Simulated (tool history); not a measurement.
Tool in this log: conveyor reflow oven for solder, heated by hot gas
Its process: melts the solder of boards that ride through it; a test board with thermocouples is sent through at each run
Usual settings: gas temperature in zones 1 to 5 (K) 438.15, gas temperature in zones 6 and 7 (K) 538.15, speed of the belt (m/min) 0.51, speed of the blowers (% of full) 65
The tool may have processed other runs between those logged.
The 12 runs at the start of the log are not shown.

run	hour	gas temperature in zones 1 to 5 (K)	gas temperature in zones 6 and 7 (K)	speed of the belt (m/min)	speed of the blowers (% of full)	hours of work since the flux was cleaned out	hours of work since the belt drive was overhauled	hours of work since the thermocouples were changed	highest temperature of the board (K)	time above the solder's melting point (s)
13	303.5	438.15	538.15	0.51	61	48	32	27	518.85	45
14	328.2	438.15	538.15	0.51	61	58	42	37	518.65	45
15	342.2	438.15	538.15	0.51	61	64	48	43	518.65	45
# hour 351.9: belt drive overhauled, speed set with a stopwatch, once more
16	375.4	438.15	545.15	0.51	65	76	10	55	525.25	49.4
17	403.8	438.15	538.15	0.564	65	87	21	67	515.75	36.8
18	419.7	438.15	538.15	0.564	65	94	28	73	515.75	37.1
19	436.7	427.15	538.15	0.605	51	101	35	80	504.95	20.9
20	465.6	425.15	540.15	0.51	65	113	47	92	518.45	40.9
21	495	449.15	534.15	0.417	63	125	59	104	522.75	64.8
22	513.5	449.15	534.15	0.417	63	132	66	112	522.75	64.7
23	527.9	425.15	534.15	0.417	69	138	72	117	520.95	55.4
24	560.1	423.15	548.15	0.494	74	151	85	131	528.25	49.6
25	574.3	423.15	548.15	0.494	74	157	91	137	528.25	49.8
26	596.9	424.15	535.15	0.563	89	167	101	146	515.75	35
27	616.8	438.15	538.15	0.575	65	175	109	154	514.55	35.1
28	635.3	426.15	532.15	0.506	53	182	116	162	508.05	30.7
29	659.6	438.15	531.15	0.51	79	192	126	172	515.95	43.4
30	678.1	424.15	543.15	0.51	56	200	134	179	517.55	38.9

What if the next run were any one of these 3? Each begins from the tool's condition after run 30:
A	708.8	424.15	539.15	0.51	68	212	146	192	?	?
B	708.8	445.15	532.15	0.51	81	212	146	192	?	?
C	708.8	438.15	538.15	0.51	61	212	146	192	?	?

run	highest temperature of the board (K)	time above the solder's melting point (s)
A	518.05	40.2
B	517.95	47.5
C	517.75	43.4
Without the tool's hidden state the same runs would have given:
run	highest temperature of the board (K)	time above the solder's melting point (s)
A	519.45	41.6
B	519.25	48.7
C	519.05	44.6
